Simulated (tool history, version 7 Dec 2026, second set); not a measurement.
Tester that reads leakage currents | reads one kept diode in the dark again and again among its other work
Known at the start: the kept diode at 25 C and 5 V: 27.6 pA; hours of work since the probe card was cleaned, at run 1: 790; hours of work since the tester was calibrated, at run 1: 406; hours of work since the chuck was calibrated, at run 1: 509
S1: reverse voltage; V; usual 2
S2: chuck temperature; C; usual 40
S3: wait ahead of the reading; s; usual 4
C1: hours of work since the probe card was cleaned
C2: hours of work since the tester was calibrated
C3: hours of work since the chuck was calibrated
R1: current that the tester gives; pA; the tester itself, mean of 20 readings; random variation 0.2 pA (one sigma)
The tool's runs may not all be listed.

Run 1, day 0: usual settings; C1 790; C2 406; C3 509. Result: R1 67.36 pA.
Run 2, day 2.546: usual settings; C1 815; C2 431; C3 534. Result: R1 67.59 pA.
Run 3, day 4.225: usual settings; C1 832; C2 448; C3 551. Result: R1 67.86 pA.
Run 4, day 6.621: usual settings; C1 856; C2 472; C3 575. Result: R1 67.58 pA.
Run 5, day 7.871: usual settings but S1 1.18 V; C1 869; C2 485; C3 588. Result: R1 51.29 pA.
Run 6, day 9.671: usual settings; C1 887; C2 503; C3 606. Result: R1 68.45 pA.
Run 7, day 11.858: usual settings; C1 909; C2 525; C3 628. Result: R1 68.31 pA.
Run 8, day 13.804: usual settings; C1 928; C2 545; C3 648. Result: R1 68.65 pA.
Run 9, day 15.038: usual settings; C1 941; C2 557; C3 660. Result: R1 68.63 pA.
Run 10, day 17.258: usual settings but S1 5.07 V; C1 963; C2 579; C3 682. Result: R1 113.15 pA.
Run 11, day 19.746: usual settings but S1 5.07 V; C1 988; C2 604; C3 707. Result: R1 114.01 pA.
Run 12, day 21.071: usual settings but S1 1.22 V, S2 55 C; C1 1001; C2 617; C3 721. Result: R1 174.48 pA.
Run 13, day 23.108: usual settings but S1 1.22 V, S2 55 C; C1 1022; C2 638; C3 741. Result: R1 174.47 pA.
At day 23.3: tester calibrated.
Run 14, day 24.508: usual settings but S1 2.52 V, S2 49 C; C1 1035; C2 12; C3 754. Result: R1 162.27 pA.
Run 15, day 26.533: usual settings but S1 2.52 V, S2 49 C; C1 1055; C2 32; C3 775. Result: R1 162.52 pA.
Run 16, day 28.567: usual settings but S2 29 C; C1 1076; C2 53; C3 795. Result: R1 27.8 pA.
Run 17, day 30.438: usual settings but S2 29 C; C1 1094; C2 72; C3 814. Result: R1 27.9 pA.
Run 18, day 31.754: usual settings but S2 29 C; C1 1108; C2 85; C3 827. Result: R1 27.91 pA.
Run 19, day 33.608: usual settings but S1 5.77 V, S2 55 C, S3 0.4 s; C1 1126; C2 104; C3 846. Result: R1 406.93 pA.
At day 34.388: tester calibrated, once more.
Run 20, day 35.488: usual settings but S1 5.77 V, S2 55 C, S3 0.4 s; C1 1144; C2 11; C3 864. Result: R1 405.66 pA.

The next listed run, before its measurement:
Run 21, day 37.621: usual settings but S2 36 C; C1 1166; C2 32; C3 885. Result: R1 ?.

{"run 21": {"R1": 50.62}}
Without the tool's hidden state the same run would have given R1 45.85 pA.

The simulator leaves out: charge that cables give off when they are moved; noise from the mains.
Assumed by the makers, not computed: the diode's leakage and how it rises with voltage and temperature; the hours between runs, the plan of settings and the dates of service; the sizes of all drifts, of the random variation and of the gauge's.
